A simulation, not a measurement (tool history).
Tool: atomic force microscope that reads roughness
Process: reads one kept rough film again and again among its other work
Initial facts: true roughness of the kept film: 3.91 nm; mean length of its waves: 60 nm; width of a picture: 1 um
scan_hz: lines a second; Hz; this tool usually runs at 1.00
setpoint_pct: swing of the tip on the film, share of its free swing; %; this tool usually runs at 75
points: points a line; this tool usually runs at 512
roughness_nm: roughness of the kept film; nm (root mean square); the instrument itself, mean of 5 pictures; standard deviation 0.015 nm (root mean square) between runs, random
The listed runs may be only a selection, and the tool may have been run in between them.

{"run": 1, "hour": 0.0, "scan_hz": 1.0, "setpoint_pct": 75, "points": 512, "roughness_nm": 3.585}
{"run": 2, "hour": 31.6, "scan_hz": 1.0, "setpoint_pct": 75, "points": 335, "roughness_nm": 3.488}
{"run": 3, "hour": 62.9, "scan_hz": 1.0, "setpoint_pct": 75, "points": 335, "roughness_nm": 3.418}
{"run": 4, "hour": 89.1, "scan_hz": 1.0, "setpoint_pct": 75, "points": 335, "roughness_nm": 3.355}
{"hour": 110.2, "done": "new tip fitted"}
{"run": 5, "hour": 141.4, "scan_hz": 1.0, "setpoint_pct": 75, "points": 718, "roughness_nm": 3.56}
{"run": 6, "hour": 172.6, "scan_hz": 1.0, "setpoint_pct": 75, "points": 512, "roughness_nm": 3.472}
{"run": 7, "hour": 200.7, "scan_hz": 1.0, "setpoint_pct": 75, "points": 534, "roughness_nm": 3.424}
{"hour": 246.3, "done": "new tip fitted"}
{"run": 8, "hour": 256.1, "scan_hz": 1.0, "setpoint_pct": 75, "points": 534, "roughness_nm": 3.62}
{"run": 9, "hour": 309.8, "scan_hz": 1.0, "setpoint_pct": 75, "points": 534, "roughness_nm": 3.505}
{"run": 10, "hour": 353.3, "scan_hz": 1.0, "setpoint_pct": 75, "points": 512, "roughness_nm": 3.349}
{"hour": 383.1, "done": "new tip fitted"}
{"run": 11, "hour": 388.1, "scan_hz": 1.0, "setpoint_pct": 61, "points": 512, "roughness_nm": 3.7}
{"run": 12, "hour": 429.0, "scan_hz": 1.0, "setpoint_pct": 89, "points": 512, "roughness_nm": 3.412}
{"run": 13, "hour": 472.8, "scan_hz": 1.0, "setpoint_pct": 89, "points": 512, "roughness_nm": 3.321}
{"run": 14, "hour": 500.3, "scan_hz": 1.0, "setpoint_pct": 60, "points": 512, "roughness_nm": 3.392}
{"hour": 517.7, "done": "new tip fitted"}
{"run": 15, "hour": 542.0, "scan_hz": 1.0, "setpoint_pct": 75, "points": 512, "roughness_nm": 3.55}
{"run": 16, "hour": 590.7, "scan_hz": 1.0, "setpoint_pct": 75, "points": 512, "roughness_nm": 3.459}
{"run": 17, "hour": 635.2, "scan_hz": 1.0, "setpoint_pct": 75, "points": 512, "roughness_nm": 3.31}
{"hour": 654.7, "done": "new tip fitted"}
{"run": 18, "hour": 678.4, "scan_hz": 1.0, "setpoint_pct": 75, "points": 474, "roughness_nm": 3.573}
{"run": 19, "hour": 729.7, "scan_hz": 1.78, "setpoint_pct": 75, "points": 512, "roughness_nm": 3.364}
{"hour": 789.9, "done": "new tip fitted"}
{"run": 20, "hour": 790.6, "scan_hz": 1.78, "setpoint_pct": 75, "points": 512, "roughness_nm": 3.577}
{"run": 21, "hour": 831.2, "scan_hz": 1.78, "setpoint_pct": 75, "points": 512, "roughness_nm": 3.447}
{"run": 22, "hour": 872.5, "scan_hz": 1.0, "setpoint_pct": 75, "points": 512, "roughness_nm": 3.454}
{"run": 23, "hour": 921.6, "scan_hz": 3.25, "setpoint_pct": 70, "points": 482, "roughness_nm": 3.154}
{"hour": 926.6, "done": "new tip fitted"}
{"run": 24, "hour": 954.4, "scan_hz": 1.0, "setpoint_pct": 85, "points": 356, "roughness_nm": 3.47}
{"run": 25, "hour": 985.3, "scan_hz": 0.84, "setpoint_pct": 79, "points": 512, "roughness_nm": 3.479}
{"run": 26, "hour": 1040.9, "scan_hz": 0.84, "setpoint_pct": 79, "points": 512, "roughness_nm": 3.337}
{"hour": 1065.7, "done": "new tip fitted"}
{"run": 27, "hour": 1072.4, "scan_hz": 1.08, "setpoint_pct": 87, "points": 491, "roughness_nm": 3.499}
{"run": 28, "hour": 1106.3, "scan_hz": 1.8, "setpoint_pct": 87, "points": 279, "roughness_nm": 3.291}
{"run": 29, "hour": 1158.9, "scan_hz": 1.0, "setpoint_pct": 63, "points": 478, "roughness_nm": 3.427}
{"hour": 1199.8, "done": "new tip fitted"}
{"run": 30, "hour": 1199.8, "scan_hz": 1.0, "setpoint_pct": 63, "points": 478, "roughness_nm": 3.701}
{"run": 31, "hour": 1249.9, "scan_hz": 1.0, "setpoint_pct": 63, "points": 478, "roughness_nm": 3.553}
{"run": 32, "hour": 1290.4, "scan_hz": 0.96, "setpoint_pct": 75, "points": 443, "roughness_nm": 3.397}
{"run": 33, "hour": 1322.5, "scan_hz": 0.57, "setpoint_pct": 62, "points": 443, "roughness_nm": 3.41}
{"hour": 1335.6, "done": "new tip fitted"}
{"run": 34, "hour": 1370.3, "scan_hz": 1.08, "setpoint_pct": 62, "points": 333, "roughness_nm": 3.613}
{"run": 35, "hour": 1410.3, "scan_hz": 0.63, "setpoint_pct": 75, "points": 512, "roughness_nm": 3.486}
{"run": 36, "hour": 1447.0, "scan_hz": 1.0, "setpoint_pct": 75, "points": 492, "roughness_nm": 3.313}

For run 37, what comes out?
{"hour": 1470.6, "done": "new tip fitted"}
{"run": 37, "hour": 1479.3, "scan_hz": 3.12, "setpoint_pct": 75, "points": 344, "roughness_nm": "?"}

For run 37 the tool returned roughness_nm 3.340 nm (root mean square).
Had the tool carried no hidden state, the very same run would have given roughness_nm 3.400 nm (root mean square).

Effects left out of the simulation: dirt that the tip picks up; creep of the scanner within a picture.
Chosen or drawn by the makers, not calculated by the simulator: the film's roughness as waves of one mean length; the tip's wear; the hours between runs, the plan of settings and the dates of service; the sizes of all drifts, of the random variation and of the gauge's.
